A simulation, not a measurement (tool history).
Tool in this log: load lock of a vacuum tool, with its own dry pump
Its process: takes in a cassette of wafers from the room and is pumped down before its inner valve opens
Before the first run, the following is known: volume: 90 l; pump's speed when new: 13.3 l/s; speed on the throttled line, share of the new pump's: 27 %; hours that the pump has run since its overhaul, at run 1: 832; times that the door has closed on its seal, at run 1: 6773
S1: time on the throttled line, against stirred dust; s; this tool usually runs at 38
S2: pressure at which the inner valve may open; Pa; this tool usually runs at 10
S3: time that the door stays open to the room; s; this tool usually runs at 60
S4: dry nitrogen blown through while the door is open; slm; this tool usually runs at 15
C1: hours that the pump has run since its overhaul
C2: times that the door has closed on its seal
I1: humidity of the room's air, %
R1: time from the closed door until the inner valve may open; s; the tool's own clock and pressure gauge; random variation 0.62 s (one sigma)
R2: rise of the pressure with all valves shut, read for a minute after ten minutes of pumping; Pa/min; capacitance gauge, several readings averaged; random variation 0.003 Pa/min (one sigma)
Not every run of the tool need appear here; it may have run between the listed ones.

| run | day | S1 | S2 | S3 | S4 | C1 | C2 | I1 | R1 | R2 |
|---|---|---|---|---|---|---|---|---|---|---|
| 1 | 0 | 38 | 10 | 60 | 15 | 832 | 6773 | 41.7 | 91.6 | 0.087 |
| 2 | 2.104 | 38 | 10 | 60 | 6 | 882 | 6865 | 40.5 | 91.3 | 0.094 |
| 3 | 4.4 | 38 | 10 | 60 | 15 | 937 | 6965 | 47.3 | 91.9 | 0.09 |
| 4 | 6.196 | 38 | 10 | 60 | 15 | 980 | 7043 | 42.2 | 90.3 | 0.091 |
| 5 | 9.392 | 38 | 10 | 60 | 15 | 1057 | 7182 | 47.6 | 91.4 | 0.097 |
| 6 | 12.362 | 38 | 10 | 60 | 15 | 1128 | 7311 | 44.8 | 90.8 | 0.091 |
| 7 | 15.842 | 38 | 10 | 60 | 15 | 1212 | 7463 | 49.4 | 90.2 | 0.095 |
| 8 | 19.708 | 38 | 10 | 60 | 15 | 1305 | 7631 | 43 | 91.6 | 0.089 |
| 9 | 21.658 | 38 | 10 | 60 | 15 | 1351 | 7716 | 46.2 | 92.3 | 0.098 |
| 10 | 24.533 | 38 | 10 | 60 | 15 | 1420 | 7841 | 46.5 | 91.4 | 0.104 |
| 11 | 28.017 | 38 | 10 | 60 | 15 | 1504 | 7992 | 44.5 | 91.5 | 0.108 |
| 12 | 31.621 | 38 | 10 | 60 | 15 | 1590 | 8149 | 44.8 | 91.6 | 0.103 |
| 13 | 35.629 | 38 | 10 | 60 | 15 | 1687 | 8324 | 42.9 | 91.4 | 0.105 |
| 14 | 39.712 | 38 | 19 | 60 | 15 | 1785 | 8501 | 41.9 | 88.1 | 0.105 |
| 15 | 43.275 | 38 | 10 | 60 | 15 | 1870 | 8656 | 42.8 | 92.3 | 0.106 |
| 16 | 46.175 | 38 | 10 | 60 | 15 | 1940 | 8783 | 44.2 | 91.5 | 0.116 |
| 17 | 48.642 | 38 | 13 | 27 | 15 | 1999 | 8890 | 44.5 | 91.4 | 0.102 |
| 18 | 51.379 | 38 | 13 | 27 | 15 | 2065 | 9009 | 45 | 90.8 | 0.095 |
| 19 | 53.379 | 30 | 8 | 52 | 6 | 2113 | 9096 | 46.2 | 87.5 | 0.126 |
| 20 | 56.008 | 35 | 10 | 137 | 15 | 2176 | 9211 | 45.6 | 90.1 | 0.133 |
| 21 | 59.725 | 35 | 16 | 137 | 15 | 2265 | 9372 | 44 | 85.7 | 0.137 |
| 22 | 62.738 | 38 | 10 | 171 | 8 | 2337 | 9503 | 44.2 | 92.8 | 0.162 |
| 23 | 65.896 | 38 | 10 | 171 | 8 | 2413 | 9641 | 44.6 | 92.4 | 0.166 |
| 24 | 69.083 | 39 | 8 | 171 | 8 | 2490 | 9779 | 47.6 | 95.5 | 0.169 |
| 25 | 71.554 | 39 | 8 | 171 | 27 | 2549 | 9887 | 43.3 | 94.9 | 0.135 |
| 26 | 75.404 | 28 | 18 | 60 | 15 | 2641 | 10055 | 45.4 | 80.2 | 0.125 |
| 27 | 78.796 | 28 | 18 | 60 | 15 | 2723 | 10202 | 42.6 | 80.9 | 0.125 |
| 28 | 81.504 | 35 | 9 | 60 | 15 | 2788 | 10320 | 44.7 | 92.4 | 0.125 |
| 29 | 85.075 | 38 | 13 | 29 | 8 | 2873 | 10475 | 44.5 | 90.5 | 0.116 |
| 30 | 87.212 | 29 | 8 | 87 | 6 | 2925 | 10568 | 42.8 | 87.8 | 0.148 |
| 31 | 89.279 | 36 | 19 | 141 | 7 | 2974 | 10658 | 48.6 | 87.4 | 0.176 |
| 32 | 91.35 | 34 | 17 | 60 | 15 | 3024 | 10748 | 48.7 | 84.9 | 0.132 |

For some of the steps in R1 from one run to the next: how much would appear even if the tool had no hidden state, given the settings, what came in and random variation, and how much remains for the hidden state plus any gauge scatter that the measured result and the result without hidden state don't share?
What the log doesn't record here: pump's speed, % of a new pump's; leak at the door's seal, Pa l/s; drift of the gauge itself on ready_s, %; drift of the gauge itself on rise_pa_min, %.
Run 6 -> 7: no setting changed, nothing entered. R1 -0.6 s: hidden state +0.2, all else -0.8.
Run 9 -> 10: no setting changed, nothing entered. R1 -0.9 s: hidden state +0.2, all else -1.1.
Run 14 -> 15: S2 19 -> 10. R1 +4.2 s: hidden state +0.4, all else +3.8.
Run 21 -> 22: S1 35 -> 38, S2 16 -> 10, S3 137 -> 171, S4 15 -> 8. R1 +7.1 s: hidden state +0.2, all else +6.9.
Run 25 -> 26: S1 39 -> 28, S2 8 -> 18, S3 171 -> 60, S4 27 -> 15. R1 -14.7 s: hidden state -0.2, all else -14.5.
Run 27 -> 28: S1 28 -> 35, S2 18 -> 9. R1 +11.5 s: hidden state +0.1, all else +11.4.
